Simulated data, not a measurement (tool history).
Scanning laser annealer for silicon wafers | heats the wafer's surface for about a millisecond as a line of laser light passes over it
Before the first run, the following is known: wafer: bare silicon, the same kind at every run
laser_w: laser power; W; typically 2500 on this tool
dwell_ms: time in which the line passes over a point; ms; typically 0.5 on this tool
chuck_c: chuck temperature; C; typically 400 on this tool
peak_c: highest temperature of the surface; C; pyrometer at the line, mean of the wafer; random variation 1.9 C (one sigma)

run 1 day=0 | laser_w=2500 dwell_ms=0.5 chuck_c=400 | peak_c=1094
run 2 day=0.75 | laser_w=2500 dwell_ms=0.5 chuck_c=388 | peak_c=1079
run 3 day=1.462 | laser_w=2500 dwell_ms=0.5 chuck_c=440 | peak_c=1131
run 4 day=2.179 | laser_w=2500 dwell_ms=0.5 chuck_c=440 | peak_c=1131
run 5 day=2.942 | laser_w=2605 dwell_ms=0.5 chuck_c=400 | peak_c=1117
run 6 day=3.504 | laser_w=2605 dwell_ms=0.606 chuck_c=400 | peak_c=1206
run 7 day=4.212 | laser_w=2134 dwell_ms=0.606 chuck_c=400 | peak_c=1041
run 8 day=4.983 | laser_w=2300 dwell_ms=0.5 chuck_c=400 | peak_c=1024
run 9 day=5.404 | laser_w=2300 dwell_ms=0.5 chuck_c=400 | peak_c=1022
run 10 day=5.779 | laser_w=2300 dwell_ms=0.415 chuck_c=400 | peak_c=962
run 11 day=6.346 | laser_w=2500 dwell_ms=0.462 chuck_c=400 | peak_c=1051
-- day=6.471 window over the wafer cleaned
run 12 day=6.833 | laser_w=2500 dwell_ms=0.462 chuck_c=400 | peak_c=1048
run 13 day=7.346 | laser_w=2500 dwell_ms=0.436 chuck_c=400 | peak_c=1030
run 14 day=8.054 | laser_w=2500 dwell_ms=0.371 chuck_c=400 | peak_c=973
run 15 day=8.558 | laser_w=2500 dwell_ms=0.371 chuck_c=400 | peak_c=972
run 16 day=9.2 | laser_w=2500 dwell_ms=0.477 chuck_c=400 | peak_c=1059
run 17 day=9.65 | laser_w=2500 dwell_ms=0.472 chuck_c=379 | peak_c=1028
run 18 day=10.388 | laser_w=2656 dwell_ms=0.469 chuck_c=378 | peak_c=1074
-- day=10.683 window over the wafer cleaned, once more
run 19 day=11.117 | laser_w=2656 dwell_ms=0.469 chuck_c=378 | peak_c=1105
run 20 day=11.958 | laser_w=2656 dwell_ms=0.469 chuck_c=378 | peak_c=1098
run 21 day=12.788 | laser_w=2656 dwell_ms=0.469 chuck_c=378 | peak_c=1102
run 22 day=13.471 | laser_w=2524 dwell_ms=0.493 chuck_c=387 | peak_c=1091
run 23 day=14.238 | laser_w=2524 dwell_ms=0.493 chuck_c=387 | peak_c=1085
run 24 day=14.65 | laser_w=2644 dwell_ms=0.487 chuck_c=400 | peak_c=1133
run 25 day=15.279 | laser_w=2500 dwell_ms=0.5 chuck_c=414 | peak_c=1108
run 26 day=16.15 | laser_w=2500 dwell_ms=0.569 chuck_c=400 | peak_c=1147
run 27 day=16.667 | laser_w=2589 dwell_ms=0.357 chuck_c=369 | peak_c=967
run 28 day=17.367 | laser_w=2628 dwell_ms=0.5 chuck_c=396 | peak_c=1130

For run 29, what comes out?
run 29 day=17.846 | laser_w=2574 dwell_ms=0.367 chuck_c=414 | peak_c=?

peak_c: 1016 C
Take away the tool's hidden state, keep the run-to-run variation as it was, and the same run would have given peak_c 1032 C.
